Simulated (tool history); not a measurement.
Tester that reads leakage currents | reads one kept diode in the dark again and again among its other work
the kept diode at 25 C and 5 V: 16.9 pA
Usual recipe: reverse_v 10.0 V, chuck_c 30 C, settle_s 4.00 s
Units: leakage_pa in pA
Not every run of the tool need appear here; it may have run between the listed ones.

run 1 hour=0.0 | reverse_v=10.0 chuck_c=30 settle_s=4.00 | leakage_pa=34.57
run 2 hour=128.5 | reverse_v=10.0 chuck_c=30 settle_s=1.96 | leakage_pa=35.06
run 3 hour=345.9 | reverse_v=10.0 chuck_c=30 settle_s=7.49 | leakage_pa=35.31
run 4 hour=473.8 | reverse_v=10.0 chuck_c=26 settle_s=7.49 | leakage_pa=26.86
run 5 hour=677.4 | reverse_v=10.0 chuck_c=26 settle_s=7.49 | leakage_pa=27.22
run 6 hour=791.7 | reverse_v=10.0 chuck_c=30 settle_s=4.00 | leakage_pa=36.39
run 7 hour=1045.2 | reverse_v=10.0 chuck_c=30 settle_s=4.00 | leakage_pa=36.79
run 8 hour=1222.2 | reverse_v=10.0 chuck_c=30 settle_s=4.00 | leakage_pa=37.34
run 9 hour=1387.5 | reverse_v=10.0 chuck_c=30 settle_s=4.00 | leakage_pa=37.52
run 10 hour=1557.8 | reverse_v=2.9 chuck_c=30 settle_s=4.00 | leakage_pa=20.19
run 11 hour=1812.6 | reverse_v=2.9 chuck_c=30 settle_s=4.00 | leakage_pa=20.21
run 12 hour=1928.9 | reverse_v=2.9 chuck_c=30 settle_s=4.00 | leakage_pa=20.27
run 13 hour=2050.3 | reverse_v=2.9 chuck_c=30 settle_s=4.00 | leakage_pa=20.28
run 14 hour=2263.6 | reverse_v=2.9 chuck_c=30 settle_s=4.00 | leakage_pa=20.34
run 15 hour=2478.6 | reverse_v=8.5 chuck_c=30 settle_s=4.00 | leakage_pa=36.47
-- hour=2549.5 chuck's temperature calibrated
run 16 hour=2678.0 | reverse_v=8.5 chuck_c=30 settle_s=4.00 | leakage_pa=38.42
run 17 hour=2790.9 | reverse_v=14.5 chuck_c=30 settle_s=4.00 | leakage_pa=52.75
run 18 hour=2943.0 | reverse_v=14.5 chuck_c=30 settle_s=4.00 | leakage_pa=53.02
run 19 hour=3164.7 | reverse_v=10.0 chuck_c=30 settle_s=3.67 | leakage_pa=43.25
run 20 hour=3307.1 | reverse_v=10.0 chuck_c=30 settle_s=3.67 | leakage_pa=43.93
run 21 hour=3470.3 | reverse_v=1.4 chuck_c=51 settle_s=0.98 | leakage_pa=59.64
-- hour=3589.5 probe card cleaned and baked
run 22 hour=3609.9 | reverse_v=1.4 chuck_c=51 settle_s=0.98 | leakage_pa=57.77
run 23 hour=3819.4 | reverse_v=13.4 chuck_c=51 settle_s=0.98 | leakage_pa=165.37
run 24 hour=3963.7 | reverse_v=5.4 chuck_c=20 settle_s=9.73 | leakage_pa=12.50
run 25 hour=4218.6 | reverse_v=5.4 chuck_c=20 settle_s=9.73 | leakage_pa=12.67
run 26 hour=4373.7 | reverse_v=10.0 chuck_c=30 settle_s=1.20 | leakage_pa=36.15
run 27 hour=4617.4 | reverse_v=10.0 chuck_c=30 settle_s=1.20 | leakage_pa=36.60
-- hour=4765.7 tester calibrated
run 28 hour=4814.6 | reverse_v=9.3 chuck_c=30 settle_s=1.20 | leakage_pa=35.33
run 29 hour=4955.3 | reverse_v=2.5 chuck_c=58 settle_s=1.20 | leakage_pa=115.52
-- hour=5109.3 chuck's temperature calibrated
run 30 hour=5125.0 | reverse_v=7.5 chuck_c=24 settle_s=2.00 | leakage_pa=22.55
run 31 hour=5276.7 | reverse_v=10.0 chuck_c=30 settle_s=4.00 | leakage_pa=39.07

What does the tool deliver on the next run?
run 32 hour=5534.7 | reverse_v=4.8 chuck_c=44 settle_s=1.87 | leakage_pa=?

leakage_pa: 67.96 pA
Without the tool's hidden state the same run would have given leakage_pa 65.55 pA.

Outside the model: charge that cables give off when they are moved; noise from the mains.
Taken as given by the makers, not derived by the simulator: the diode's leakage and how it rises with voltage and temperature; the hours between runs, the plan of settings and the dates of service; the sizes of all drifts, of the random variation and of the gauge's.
